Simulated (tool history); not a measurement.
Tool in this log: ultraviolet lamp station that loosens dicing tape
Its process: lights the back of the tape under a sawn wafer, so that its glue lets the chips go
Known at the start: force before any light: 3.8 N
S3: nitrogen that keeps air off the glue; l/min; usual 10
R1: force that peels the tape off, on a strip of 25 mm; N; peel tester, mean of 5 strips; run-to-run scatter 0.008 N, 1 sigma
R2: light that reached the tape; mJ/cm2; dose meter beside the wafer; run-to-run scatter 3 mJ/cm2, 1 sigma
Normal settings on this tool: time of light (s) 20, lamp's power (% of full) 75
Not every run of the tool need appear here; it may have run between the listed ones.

run 1 day=0.000 | time_of_light_(s)=20 lamp's_power_(%_of_full)=75 S3=10 | R1=0.470 R2=370
-- day=0.867 window cleaned of glue's vapour
run 2 day=1.442 | time_of_light_(s)=20 lamp's_power_(%_of_full)=75 S3=8 | R1=0.442 R2=404
run 3 day=2.171 | time_of_light_(s)=20 lamp's_power_(%_of_full)=75 S3=8 | R1=0.453 R2=402
run 4 day=2.962 | time_of_light_(s)=20 lamp's_power_(%_of_full)=75 S3=8 | R1=0.431 R2=401
run 5 day=4.604 | time_of_light_(s)=20 lamp's_power_(%_of_full)=75 S3=19 | R1=0.331 R2=398
run 6 day=6.292 | time_of_light_(s)=20 lamp's_power_(%_of_full)=75 S3=9 | R1=0.465 R2=387
run 7 day=7.450 | time_of_light_(s)=20 lamp's_power_(%_of_full)=75 S3=9 | R1=0.451 R2=383
run 8 day=8.571 | time_of_light_(s)=20 lamp's_power_(%_of_full)=75 S3=10 | R1=0.478 R2=380
run 9 day=10.012 | time_of_light_(s)=20 lamp's_power_(%_of_full)=75 S3=10 | R1=0.458 R2=375
run 10 day=10.771 | time_of_light_(s)=20 lamp's_power_(%_of_full)=75 S3=10 | R1=0.468 R2=375
run 11 day=11.746 | time_of_light_(s)=20 lamp's_power_(%_of_full)=75 S3=10 | R1=0.465 R2=375
run 12 day=12.650 | time_of_light_(s)=20 lamp's_power_(%_of_full)=75 S3=10 | R1=0.495 R2=372
run 13 day=13.725 | time_of_light_(s)=20 lamp's_power_(%_of_full)=77 S3=10 | R1=0.465 R2=378
run 14 day=15.408 | time_of_light_(s)=20 lamp's_power_(%_of_full)=77 S3=10 | R1=0.452 R2=372
run 15 day=16.754 | time_of_light_(s)=29 lamp's_power_(%_of_full)=61 S3=5 | R1=0.502 R2=422
run 16 day=17.979 | time_of_light_(s)=10 lamp's_power_(%_of_full)=86 S3=20 | R1=0.988 R2=204
run 17 day=19.754 | time_of_light_(s)=10 lamp's_power_(%_of_full)=78 S3=16 | R1=1.163 R2=181
-- day=20.079 window cleaned of glue's vapour
run 18 day=20.958 | time_of_light_(s)=28 lamp's_power_(%_of_full)=75 S3=10 | R1=0.242 R2=533
run 19 day=22.021 | time_of_light_(s)=28 lamp's_power_(%_of_full)=75 S3=10 | R1=0.264 R2=525
run 20 day=23.371 | time_of_light_(s)=11 lamp's_power_(%_of_full)=91 S3=4 | R1=1.159 R2=246
run 21 day=24.858 | time_of_light_(s)=11 lamp's_power_(%_of_full)=91 S3=4 | R1=1.135 R2=246
run 22 day=25.992 | time_of_light_(s)=11 lamp's_power_(%_of_full)=91 S3=4 | R1=1.249 R2=242
run 23 day=26.962 | time_of_light_(s)=38 lamp's_power_(%_of_full)=94 S3=3 | R1=0.177 R2=861
run 24 day=28.221 | time_of_light_(s)=11 lamp's_power_(%_of_full)=94 S3=12 | R1=0.860 R2=247
run 25 day=29.162 | time_of_light_(s)=11 lamp's_power_(%_of_full)=94 S3=6 | R1=1.046 R2=242
run 26 day=30.229 | time_of_light_(s)=12 lamp's_power_(%_of_full)=90 S3=3 | R1=1.224 R2=252
run 27 day=31.804 | time_of_light_(s)=12 lamp's_power_(%_of_full)=90 S3=3 | R1=1.272 R2=249

Here are 3 independent what-if runs from the current tool condition. What would each one return?
run A day=32.771 | time_of_light_(s)=13 lamp's_power_(%_of_full)=75 S3=15 | R1=? R2=?
run B day=32.771 | time_of_light_(s)=31 lamp's_power_(%_of_full)=60 S3=9 | R1=? R2=?
run C day=32.771 | time_of_light_(s)=25 lamp's_power_(%_of_full)=64 S3=3 | R1=? R2=?

run=A R1=0.923 R2=225
run=B R1=0.372 R2=425
run=C R1=0.753 R2=364
Had the tool no hidden state, the same runs would have come out as:
run=A R1=0.596 R2=301
run=B R1=0.216 R2=571
run=C R1=0.466 R2=488
